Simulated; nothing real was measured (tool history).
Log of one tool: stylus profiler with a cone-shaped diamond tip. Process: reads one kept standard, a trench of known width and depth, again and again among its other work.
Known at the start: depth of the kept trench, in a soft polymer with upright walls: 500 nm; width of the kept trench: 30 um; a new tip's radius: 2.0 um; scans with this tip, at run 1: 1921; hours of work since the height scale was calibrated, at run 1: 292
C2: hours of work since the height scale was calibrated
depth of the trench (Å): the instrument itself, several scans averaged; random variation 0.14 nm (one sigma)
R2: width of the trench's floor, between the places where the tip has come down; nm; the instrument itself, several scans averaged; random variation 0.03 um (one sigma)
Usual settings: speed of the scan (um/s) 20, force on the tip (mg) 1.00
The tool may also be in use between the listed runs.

run 1 hour=0.0 | speed_of_the_scan_(um/s)=20 force_on_the_tip_(mg)=1.00 | scans_with_this_tip=1921 C2=292 | depth_of_the_trench_(Å)=5017.4 R2=26990
run 2 hour=18.5 | speed_of_the_scan_(um/s)=20 force_on_the_tip_(mg)=1.00 | scans_with_this_tip=2010 C2=306 | depth_of_the_trench_(Å)=5014.4 R2=27000
run 3 hour=29.1 | speed_of_the_scan_(um/s)=20 force_on_the_tip_(mg)=1.00 | scans_with_this_tip=2061 C2=313 | depth_of_the_trench_(Å)=5012.3 R2=27010
run 4 hour=46.5 | speed_of_the_scan_(um/s)=20 force_on_the_tip_(mg)=1.46 | scans_with_this_tip=2146 C2=326 | depth_of_the_trench_(Å)=5019.8 R2=27050
run 5 hour=58.6 | speed_of_the_scan_(um/s)=20 force_on_the_tip_(mg)=0.51 | scans_with_this_tip=2204 C2=335 | depth_of_the_trench_(Å)=5003.1 R2=26930
run 6 hour=71.3 | speed_of_the_scan_(um/s)=20 force_on_the_tip_(mg)=0.57 | scans_with_this_tip=2266 C2=344 | depth_of_the_trench_(Å)=5007.3 R2=26940
run 7 hour=91.0 | speed_of_the_scan_(um/s)=20 force_on_the_tip_(mg)=2.87 | scans_with_this_tip=2361 C2=359 | depth_of_the_trench_(Å)=5032.4 R2=27090
run 8 hour=110.2 | speed_of_the_scan_(um/s)=11 force_on_the_tip_(mg)=1.00 | scans_with_this_tip=2454 C2=373 | depth_of_the_trench_(Å)=5014.0 R2=27050
run 9 hour=124.0 | speed_of_the_scan_(um/s)=20 force_on_the_tip_(mg)=1.00 | scans_with_this_tip=2521 C2=383 | depth_of_the_trench_(Å)=5009.8 R2=26910
-- hour=125.8 height scale calibrated on a step standard
run 10 hour=137.0 | speed_of_the_scan_(um/s)=20 force_on_the_tip_(mg)=1.00 | scans_with_this_tip=2581 C2=8 | depth_of_the_trench_(Å)=5006.2 R2=26950
run 11 hour=152.3 | speed_of_the_scan_(um/s)=20 force_on_the_tip_(mg)=1.00 | scans_with_this_tip=2655 C2=20 | depth_of_the_trench_(Å)=5005.0 R2=26990
run 12 hour=169.3 | speed_of_the_scan_(um/s)=57 force_on_the_tip_(mg)=0.35 | scans_with_this_tip=2737 C2=32 | depth_of_the_trench_(Å)=4995.7 R2=26180
run 13 hour=183.8 | speed_of_the_scan_(um/s)=10 force_on_the_tip_(mg)=0.63 | scans_with_this_tip=2807 C2=43 | depth_of_the_trench_(Å)=5000.2 R2=27000
run 14 hour=196.2 | speed_of_the_scan_(um/s)=22 force_on_the_tip_(mg)=0.46 | scans_with_this_tip=2867 C2=52 | depth_of_the_trench_(Å)=4996.5 R2=26810
-- hour=202.2 height scale calibrated on a step standard, once more
run 15 hour=215.9 | speed_of_the_scan_(um/s)=22 force_on_the_tip_(mg)=0.46 | scans_with_this_tip=2960 C2=10 | depth_of_the_trench_(Å)=5012.7 R2=26810
run 16 hour=231.8 | speed_of_the_scan_(um/s)=47 force_on_the_tip_(mg)=1.76 | scans_with_this_tip=3037 C2=22 | depth_of_the_trench_(Å)=5031.5 R2=26780
run 17 hour=248.3 | speed_of_the_scan_(um/s)=22 force_on_the_tip_(mg)=0.49 | scans_with_this_tip=3117 C2=34 | depth_of_the_trench_(Å)=5011.2 R2=26810
run 18 hour=267.6 | speed_of_the_scan_(um/s)=8 force_on_the_tip_(mg)=1.23 | scans_with_this_tip=3211 C2=48 | depth_of_the_trench_(Å)=5021.5 R2=27000
run 19 hour=280.2 | speed_of_the_scan_(um/s)=8 force_on_the_tip_(mg)=1.40 | scans_with_this_tip=3271 C2=57 | depth_of_the_trench_(Å)=5023.3 R2=27000
run 20 hour=295.7 | speed_of_the_scan_(um/s)=38 force_on_the_tip_(mg)=1.99 | scans_with_this_tip=3346 C2=69 | depth_of_the_trench_(Å)=5030.7 R2=26850
run 21 hour=307.8 | speed_of_the_scan_(um/s)=32 force_on_the_tip_(mg)=0.52 | scans_with_this_tip=3405 C2=78 | depth_of_the_trench_(Å)=5011.4 R2=26620

5 ways to go on from here, each from the tool as it stands after run 21. What would each give?
run A hour=321.4 | speed_of_the_scan_(um/s)=32 force_on_the_tip_(mg)=1.00 | scans_with_this_tip=3471 C2=88 | depth_of_the_trench_(Å)=? R2=?
run B hour=321.4 | speed_of_the_scan_(um/s)=78 force_on_the_tip_(mg)=1.31 | scans_with_this_tip=3471 C2=88 | depth_of_the_trench_(Å)=? R2=?
run C hour=321.4 | speed_of_the_scan_(um/s)=41 force_on_the_tip_(mg)=0.49 | scans_with_this_tip=3471 C2=88 | depth_of_the_trench_(Å)=? R2=?
run D hour=321.4 | speed_of_the_scan_(um/s)=68 force_on_the_tip_(mg)=0.66 | scans_with_this_tip=3471 C2=88 | depth_of_the_trench_(Å)=? R2=?
run E hour=321.4 | speed_of_the_scan_(um/s)=52 force_on_the_tip_(mg)=2.85 | scans_with_this_tip=3471 C2=88 | depth_of_the_trench_(Å)=? R2=?

run=A depth_of_the_trench_(Å)=5017.0 R2=26790
run=B depth_of_the_trench_(Å)=5024.1 R2=26370
run=C depth_of_the_trench_(Å)=5008.7 R2=26520
run=D depth_of_the_trench_(Å)=5017.6 R2=26300
run=E depth_of_the_trench_(Å)=5037.9 R2=26790
Without the tool's hidden state the same runs would have given:
run=A depth_of_the_trench_(Å)=5018.7 R2=27080
run=B depth_of_the_trench_(Å)=5025.7 R2=26650
run=C depth_of_the_trench_(Å)=5010.4 R2=26810
run=D depth_of_the_trench_(Å)=5019.3 R2=26580
run=E depth_of_the_trench_(Å)=5039.6 R2=27080
